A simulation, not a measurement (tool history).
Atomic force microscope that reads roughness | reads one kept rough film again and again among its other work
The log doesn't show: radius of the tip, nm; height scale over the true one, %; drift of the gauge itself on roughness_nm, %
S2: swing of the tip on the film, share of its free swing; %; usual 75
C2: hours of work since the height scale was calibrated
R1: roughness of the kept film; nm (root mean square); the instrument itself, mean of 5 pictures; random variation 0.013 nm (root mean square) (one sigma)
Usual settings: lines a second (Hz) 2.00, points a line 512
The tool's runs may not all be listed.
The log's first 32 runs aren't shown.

Run 33, hour 1064.3: usual settings but lines a second (Hz) 2.08, S2 63 %, points a line 591; pictures with this tip 51; C2 944. Result: R1 3.353 nm (root mean square).
Run 34, hour 1084.1: usual settings but lines a second (Hz) 2.08, S2 63 %, points a line 591; pictures with this tip 69; C2 953. Result: R1 3.345 nm (root mean square).
Run 35, hour 1120.4: usual settings but lines a second (Hz) 1.25, S2 66 %, points a line 650; pictures with this tip 102; C2 970. Result: R1 3.328 nm (root mean square).
Run 36, hour 1147.6: usual settings but lines a second (Hz) 0.95, points a line 267; pictures with this tip 126; C2 983. Result: R1 3.288 nm (root mean square).
Run 37, hour 1194.3: usual settings but lines a second (Hz) 0.95, points a line 267; pictures with this tip 168; C2 1006. Result: R1 3.246 nm (root mean square).
Run 38, hour 1238.2: usual settings but lines a second (Hz) 0.95, points a line 267; pictures with this tip 207; C2 1026. Result: R1 3.191 nm (root mean square).
Run 39, hour 1264.9: usual settings but lines a second (Hz) 2.01, S2 78 %; pictures with this tip 231; C2 1039. Result: R1 2.959 nm (root mean square).
Run 40, hour 1299.0: usual settings but lines a second (Hz) 2.01, S2 65 %, points a line 297; pictures with this tip 261; C2 1055. Result: R1 3.123 nm (root mean square).
Run 41, hour 1322.8: usual settings but lines a second (Hz) 2.01, S2 65 %, points a line 297; pictures with this tip 283; C2 1067. Result: R1 3.085 nm (root mean square).
Run 42, hour 1360.9: usual settings but lines a second (Hz) 2.01, S2 65 %, points a line 297; pictures with this tip 317; C2 1085. Result: R1 3.096 nm (root mean square).
Run 43, hour 1388.8: usual settings but lines a second (Hz) 2.61, S2 65 %, points a line 609; pictures with this tip 342; C2 1098. Result: R1 3.029 nm (root mean square).
At hour 1414.8: new tip fitted.
Run 44, hour 1423.0: usual settings but lines a second (Hz) 0.97, S2 83 %, points a line 332; pictures with this tip 8; C2 1114. Result: R1 3.288 nm (root mean square).
Run 45, hour 1453.2: usual settings but lines a second (Hz) 1.03, S2 62 %, points a line 631; pictures with this tip 35; C2 1129. Result: R1 3.534 nm (root mean square).
Run 46, hour 1479.0: usual settings but lines a second (Hz) 0.99, points a line 432; pictures with this tip 58; C2 1141. Result: R1 3.384 nm (root mean square).
Run 47, hour 1499.0: usual settings but points a line 928; pictures with this tip 76; C2 1150. Result: R1 3.149 nm (root mean square).
Run 48, hour 1543.0: usual settings but lines a second (Hz) 0.51, S2 85 %, points a line 619; pictures with this tip 115; C2 1171. Result: R1 3.374 nm (root mean square).
Run 49, hour 1564.3: usual settings but S2 57 %, points a line 325; pictures with this tip 134; C2 1182. Result: R1 3.358 nm (root mean square).

4 ways to go on from here, each from the tool as it stands after run 49. What would each give?
Run A, hour 1609.7: usual settings but lines a second (Hz) 0.58, S2 72 %, points a line 1015; pictures with this tip 175; C2 1203. Result: R1 ?.
Run B, hour 1609.7: usual settings but lines a second (Hz) 2.30, S2 58 %, points a line 343; pictures with this tip 175; C2 1203. Result: R1 ?.
Run C, hour 1609.7: usual settings but lines a second (Hz) 2.81, S2 61 %, points a line 584; pictures with this tip 175; C2 1203. Result: R1 ?.
Run D, hour 1609.7: usual settings but lines a second (Hz) 1.91, S2 84 %, points a line 325; pictures with this tip 175; C2 1203. Result: R1 ?.

run     R1
  A  3.375
  B  3.267
  C  3.200
  D  2.858
Without the tool's hidden state the same runs would have given:
run     R1
  A  3.523
  B  3.411
  C  3.340
  D  2.983
